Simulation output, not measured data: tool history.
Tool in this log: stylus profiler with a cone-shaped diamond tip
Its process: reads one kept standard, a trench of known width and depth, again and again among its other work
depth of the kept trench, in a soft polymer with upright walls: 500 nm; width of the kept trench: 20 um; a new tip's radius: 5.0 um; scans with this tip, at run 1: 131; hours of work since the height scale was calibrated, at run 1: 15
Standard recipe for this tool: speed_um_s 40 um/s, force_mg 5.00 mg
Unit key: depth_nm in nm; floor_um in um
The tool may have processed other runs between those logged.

run   hour  speed_um_s  force_mg  scans with this tip  hours of work since the height scale was calibrated  depth_nm  floor_um
  1    0.0          40      5.00                  131                                                   15    506.52     15.49
  2   12.6          40      5.00                  188                                                   22    506.38     15.50
  3   23.7          40      5.00                  239                                                   28    506.13     15.50
  4   36.2          40      5.00                  296                                                   35    506.41     15.42
  5   49.4          68      5.00                  357                                                   42    506.41     15.37
  6   56.1          18      5.00                  388                                                   46    506.23     15.55
  7   62.5          18      5.00                  417                                                   49    506.56     15.50
  8   71.0          54     13.78                  456                                                   54    512.45     15.50
  9   85.2         134      8.95                  521                                                   61    509.25     15.26
      86.5  -- height scale calibrated on a step standard
 10   95.9          44      7.97                  568                                                    5    508.50     15.49
 11  105.6          38      7.50                  613                                                   10    508.33     15.52
 12  119.0          33     13.93                  674                                                   18    512.31     15.50
 13  131.3          17      1.67                  730                                                   24    503.06     15.46

Forecast each of these 3 alternatives for the next run:
     132.8  -- height scale calibrated on a step standard, once more
  A  141.2          40      4.21                  774                                                    5         ?         ?
     132.8  -- height scale calibrated on a step standard, once more
  B  141.2          16      8.06                  774                                                    5         ?         ?
     132.8  -- height scale calibrated on a step standard, once more
  C  141.2          83      6.12                  774                                                    5         ?         ?

run  depth_nm  floor_um
  A    505.61     15.46
  B    508.73     15.56
  C    507.33     15.37
Take away the tool's hidden state, keep each run's random variation, and the runs would have read:
run  depth_nm  floor_um
  A    505.68     15.51
  B    508.80     15.62
  C    507.40     15.43
